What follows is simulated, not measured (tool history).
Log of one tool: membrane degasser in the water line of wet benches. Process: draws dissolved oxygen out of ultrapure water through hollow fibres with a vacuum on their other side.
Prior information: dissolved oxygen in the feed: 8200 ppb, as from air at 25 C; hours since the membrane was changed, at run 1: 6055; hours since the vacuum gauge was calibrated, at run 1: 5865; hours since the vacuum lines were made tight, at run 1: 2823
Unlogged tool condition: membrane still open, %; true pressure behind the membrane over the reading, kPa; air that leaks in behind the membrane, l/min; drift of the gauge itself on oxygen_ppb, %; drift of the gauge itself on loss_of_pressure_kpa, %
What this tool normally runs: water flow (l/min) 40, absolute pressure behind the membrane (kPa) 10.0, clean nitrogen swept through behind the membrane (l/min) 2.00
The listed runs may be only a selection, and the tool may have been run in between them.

run    hour  water flow (l/min)  absolute pressure behind the membrane (kPa)  clean nitrogen swept through behind the membrane (l/min)  hours since the membrane was changed  hours since the vacuum gauge was calibrated  hours since the vacuum lines were made tight  dissolved oxygen in the water behind the degasser (ppb)  pressure that the water loses in the fibres (kPa)
  1     0.0                  40                                         10.0                                                      2.00                                  6055                                         5865                                          2823                                                    301.6                                              41.80
  2   154.5                  40                                         10.0                                                      2.00                                  6210                                         6019                                          2978                                                    300.4                                              41.72
  3   240.4                  40                                         10.0                                                      2.00                                  6296                                         6105                                          3064                                                    299.1                                              41.73
  4   418.5                  47                                         10.0                                                      2.00                                  6474                                         6283                                          3242                                                    345.9                                              49.15
  5   519.2                  47                                         18.0                                                      2.00                                  6575                                         6384                                          3343                                                    700.6                                              49.18
  6   636.9                  45                                         10.0                                                      2.00                                  6692                                         6501                                          3460                                                    332.4                                              47.09
  7   805.1                  45                                         10.0                                                      2.00                                  6861                                         6670                                          3629                                                    334.8                                              47.02
  8   897.4                  40                                         10.0                                                      1.79                                  6953                                         6762                                          3721                                                    331.1                                              41.66
  9  1045.8                  40                                         10.0                                                      1.79                                  7101                                         6910                                          3869                                                    325.2                                              41.94
 10  1216.5                  40                                         10.0                                                      1.79                                  7272                                         7081                                          4040                                                    322.5                                              41.93
 11  1386.0                  40                                         10.0                                                      0.95                                  7441                                         7251                                          4209                                                    541.4                                              42.12
 12  1464.1                  54                                         10.0                                                      2.00                                  7519                                         7329                                          4288                                                    399.5                                              56.68
 13  1606.4                  41                                         10.0                                                      1.35                                  7662                                         7471                                          4430                                                    422.1                                              43.70
 14  1681.7                  40                                         10.6                                                      2.00                                  7737                                         7546                                          4505                                                    327.5                                              41.99
     1783.2  -- vacuum gauge calibrated
 15  1847.0                  24                                          8.8                                                      2.00                                  7902                                           64                                          4670                                                    154.5                                              25.38
 16  2010.2                  52                                          6.4                                                      3.71                                  8065                                          227                                          4833                                                    117.8                                              54.90

Measured result minus the same run's result without the hidden state. Both carry the same run-to-run variation, though not necessarily the same gauge scatter:
run  pressure that the water loses in the fibres (kPa)
  1                                              +0.03
  2                                              +0.06
  3                                              +0.08
  4                                              +0.14
  5                                              +0.16
  6                                              +0.18
  7                                              +0.22
  8                                              +0.22
  9                                              +0.25
 10                                              +0.28
 11                                              +0.32
 12                                              +0.45
 13                                              +0.38
 14                                              +0.38
 15                                              +0.25
 16                                              +0.58
dissolved oxygen in the water behind the degasser (ppb): within 0.9 of the measured result in every run.
